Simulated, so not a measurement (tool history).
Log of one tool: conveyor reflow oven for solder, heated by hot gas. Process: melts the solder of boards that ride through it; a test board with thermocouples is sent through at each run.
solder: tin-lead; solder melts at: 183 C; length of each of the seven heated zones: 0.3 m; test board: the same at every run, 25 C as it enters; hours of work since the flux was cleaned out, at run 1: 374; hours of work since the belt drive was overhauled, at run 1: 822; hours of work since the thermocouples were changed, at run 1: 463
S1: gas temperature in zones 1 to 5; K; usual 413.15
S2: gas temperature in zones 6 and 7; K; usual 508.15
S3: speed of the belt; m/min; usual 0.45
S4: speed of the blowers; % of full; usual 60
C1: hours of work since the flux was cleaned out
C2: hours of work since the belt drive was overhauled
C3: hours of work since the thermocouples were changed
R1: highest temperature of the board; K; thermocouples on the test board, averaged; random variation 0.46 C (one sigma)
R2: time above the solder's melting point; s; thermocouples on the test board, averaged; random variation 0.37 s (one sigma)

run	day	S1	S2	S3	S4	C1	C2	C3	R1	R2
1	0	413.15	508.15	0.45	60	374	822	463	490.85	61.3
2	0.696	413.15	508.15	0.509	60	385	833	474	485.45	50.4
3	1.367	426.15	508.15	0.45	60	396	844	485	491.55	69.1
4	1.808	426.15	508.15	0.45	60	403	851	492	493.05	69.2
5	2.375	426.15	508.15	0.45	60	412	860	501	493.75	69.3
6	3.029	426.15	508.15	0.45	60	423	871	512	492.85	69.2
7	3.679	426.15	508.15	0.45	60	433	881	522	492.65	68.2
# day 4.675: flux residue cleaned out of gas plates and filters
8	4.675	422.15	508.15	0.45	60	0	894	535	494.95	69.2
# day 5.108: belt drive overhauled, speed set with a stopwatch
9	5.504	422.15	508.15	0.45	60	11	6	545	493.95	67.7
10	6.542	413.15	518.15	0.45	60	27	23	562	501.25	68.6
11	7.358	413.15	518.15	0.45	60	41	36	575	501.65	68.3
12	8.05	413.15	518.15	0.45	85	52	47	586	505.05	70.6
13	8.512	411.15	513.15	0.516	67	59	55	594	493.15	54.5
14	9.158	418.15	508.15	0.45	60	70	65	604	492.45	64.8
15	9.825	415.15	511.15	0.489	60	80	76	615	492.35	58.4
16	10.479	415.15	511.15	0.489	60	91	86	626	492.25	57.4
17	11.512	408.15	522.15	0.383	60	107	103	642	508.95	83.8
18	12.5	413.15	507.15	0.45	60	123	119	658	491.35	61.3
19	13.371	413.15	507.15	0.45	60	137	133	672	491.25	61.6
20	14.321	413.15	499.15	0.506	60	153	148	687	479.65	43.9
21	15.025	413.15	499.15	0.506	60	164	160	699	479.65	44
22	15.967	413.15	499.15	0.506	60	179	175	714	479.25	44.4
23	16.471	413.15	499.15	0.506	60	187	183	722	479.75	44.1
24	17.192	413.15	499.15	0.506	60	199	195	734	479.65	43.7

Forecast each of these 3 alternatives for the next run:
A	18.004	413.15	501.15	0.443	66	212	208	747	?	?
B	18.004	413.15	508.15	0.45	69	212	208	747	?	?
C	18.004	413.15	511.15	0.45	60	212	208	747	?	?

run	R1	R2
A	486.85	59
B	492.85	63.1
C	494.55	63.1
Without the tool's hidden state the same runs would have given:
run	R1	R2
A	489.45	61.5
B	495.65	65.1
C	497.15	65
